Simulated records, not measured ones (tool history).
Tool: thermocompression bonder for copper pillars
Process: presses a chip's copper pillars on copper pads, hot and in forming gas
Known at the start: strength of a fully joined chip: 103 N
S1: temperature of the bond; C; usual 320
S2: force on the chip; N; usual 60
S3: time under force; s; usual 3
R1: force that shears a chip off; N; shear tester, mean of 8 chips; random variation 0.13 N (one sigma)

run,hour,S1,S2,S3,R1
1,0.0,320,60,3,44.1
2,14.4,320,60,3,44.2
3,34.1,320,60,3,44.0
4,53.6,320,60,3,44.2
5,72.0,320,65,3,47.2
6,83.4,320,85,3,57.9
7,101.2,320,60,3,44.0
8,123.3,320,60,2,37.9
9,137.3,320,60,2,38.0
10,156.8,320,60,2,37.8
11,183.5,320,60,2,37.8
12,208.8,320,60,3,44.4
13,231.6,320,60,3,44.2
14,252.9,316,66,3,46.6
15,263.8,320,36,3,28.2
16,289.0,350,60,3,55.0
# hour 302.3: forming gas filter changed
17,314.0,350,60,3,55.2
18,329.6,350,60,3,54.8
19,345.3,326,50,7,54.5
20,364.9,320,49,7,51.4
21,381.4,312,49,7,48.6
22,396.5,312,49,7,48.3

The next listed run, before its measurement:
23,422.6,312,49,7,?

Run 23 gave R1 48.5 N.
Without the tool's hidden state the same run would have given R1 47.9 N.

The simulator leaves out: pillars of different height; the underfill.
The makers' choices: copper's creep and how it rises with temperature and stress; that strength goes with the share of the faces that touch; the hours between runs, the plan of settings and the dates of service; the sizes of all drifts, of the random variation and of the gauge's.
